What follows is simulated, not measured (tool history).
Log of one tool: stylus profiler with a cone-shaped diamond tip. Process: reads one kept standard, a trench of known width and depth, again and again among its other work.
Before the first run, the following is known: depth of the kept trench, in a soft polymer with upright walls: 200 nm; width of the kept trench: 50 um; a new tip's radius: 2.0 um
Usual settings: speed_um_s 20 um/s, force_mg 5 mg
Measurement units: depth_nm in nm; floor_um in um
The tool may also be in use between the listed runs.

run 1 hour=0 | speed_um_s=20 force_mg=5 | depth_nm=204.3 floor_um=47.32
run 2 hour=146.8 | speed_um_s=20 force_mg=5 | depth_nm=204.37 floor_um=47.29
run 3 hour=210.6 | speed_um_s=20 force_mg=5 | depth_nm=204.28 floor_um=47.22
run 4 hour=331.6 | speed_um_s=20 force_mg=5 | depth_nm=204.29 floor_um=47.23
run 5 hour=398.7 | speed_um_s=20 force_mg=5 | depth_nm=204.28 floor_um=47.23
run 6 hour=495.7 | speed_um_s=20 force_mg=5 | depth_nm=204.27 floor_um=47.16
run 7 hour=584.4 | speed_um_s=20 force_mg=5 | depth_nm=204.19 floor_um=47.07
run 8 hour=668.2 | speed_um_s=20 force_mg=10.37 | depth_nm=207.33 floor_um=47.17
-- hour=755.5 new tip fitted, height scale calibrated
run 9 hour=757.1 | speed_um_s=20 force_mg=2.53 | depth_nm=203.09 floor_um=48.22
run 10 hour=882.1 | speed_um_s=20 force_mg=5 | depth_nm=204.78 floor_um=48.09
-- hour=894.7 height scale calibrated on a step standard
run 11 hour=986.7 | speed_um_s=20 force_mg=5 | depth_nm=204.81 floor_um=48.09
run 12 hour=1080.8 | speed_um_s=20 force_mg=5 | depth_nm=204.71 floor_um=48
run 13 hour=1179.3 | speed_um_s=20 force_mg=5 | depth_nm=204.76 floor_um=47.95
run 14 hour=1318.9 | speed_um_s=20 force_mg=5 | depth_nm=204.63 floor_um=47.93
run 15 hour=1441.8 | speed_um_s=20 force_mg=3.94 | depth_nm=203.82 floor_um=47.82
-- hour=1565.2 height scale calibrated on a step standard, once more
run 16 hour=1579.5 | speed_um_s=28 force_mg=3.94 | depth_nm=204.16 floor_um=47.69
run 17 hour=1687.1 | speed_um_s=28 force_mg=3.94 | depth_nm=204.16 floor_um=47.72
run 18 hour=1784.8 | speed_um_s=28 force_mg=3.94 | depth_nm=204.14 floor_um=47.66
run 19 hour=1877.6 | speed_um_s=28 force_mg=3.94 | depth_nm=204.11 floor_um=47.6
run 20 hour=2025 | speed_um_s=23 force_mg=8.18 | depth_nm=206.67 floor_um=47.55
run 21 hour=2149.1 | speed_um_s=23 force_mg=8.18 | depth_nm=206.72 floor_um=47.53
run 22 hour=2295.7 | speed_um_s=23 force_mg=8.18 | depth_nm=206.62 floor_um=47.44
run 23 hour=2364.9 | speed_um_s=71 force_mg=2.26 | depth_nm=202.55 floor_um=47.04
run 24 hour=2506.5 | speed_um_s=71 force_mg=2.26 | depth_nm=202.61 floor_um=47.03
run 25 hour=2647.2 | speed_um_s=71 force_mg=2.26 | depth_nm=202.43 floor_um=46.97

Each row is a separate what-if for the run after 25, all from the same tool condition, not one after another. Results?
run A hour=2748.9 | speed_um_s=20 force_mg=3.11 | depth_nm=? floor_um=?
run B hour=2748.9 | speed_um_s=21 force_mg=2.51 | depth_nm=? floor_um=?
run C hour=2748.9 | speed_um_s=23 force_mg=6.61 | depth_nm=? floor_um=?
run D hour=2748.9 | speed_um_s=6 force_mg=9.65 | depth_nm=? floor_um=?
run E hour=2748.9 | speed_um_s=10 force_mg=9.4 | depth_nm=? floor_um=?

run=A depth_nm=203.23 floor_um=47.25
run=B depth_nm=202.7 floor_um=47.19
run=C depth_nm=205.55 floor_um=47.22
run=D depth_nm=207.33 floor_um=47.32
run=E depth_nm=207.21 floor_um=47.35
With the hidden condition removed and each run's random variation left untouched, the same runs would have given:
run=A depth_nm=203.69 floor_um=48.17
run=B depth_nm=203.16 floor_um=48.12
run=C depth_nm=206.02 floor_um=48.15
run=D depth_nm=207.81 floor_um=48.24
run=E depth_nm=207.69 floor_um=48.27
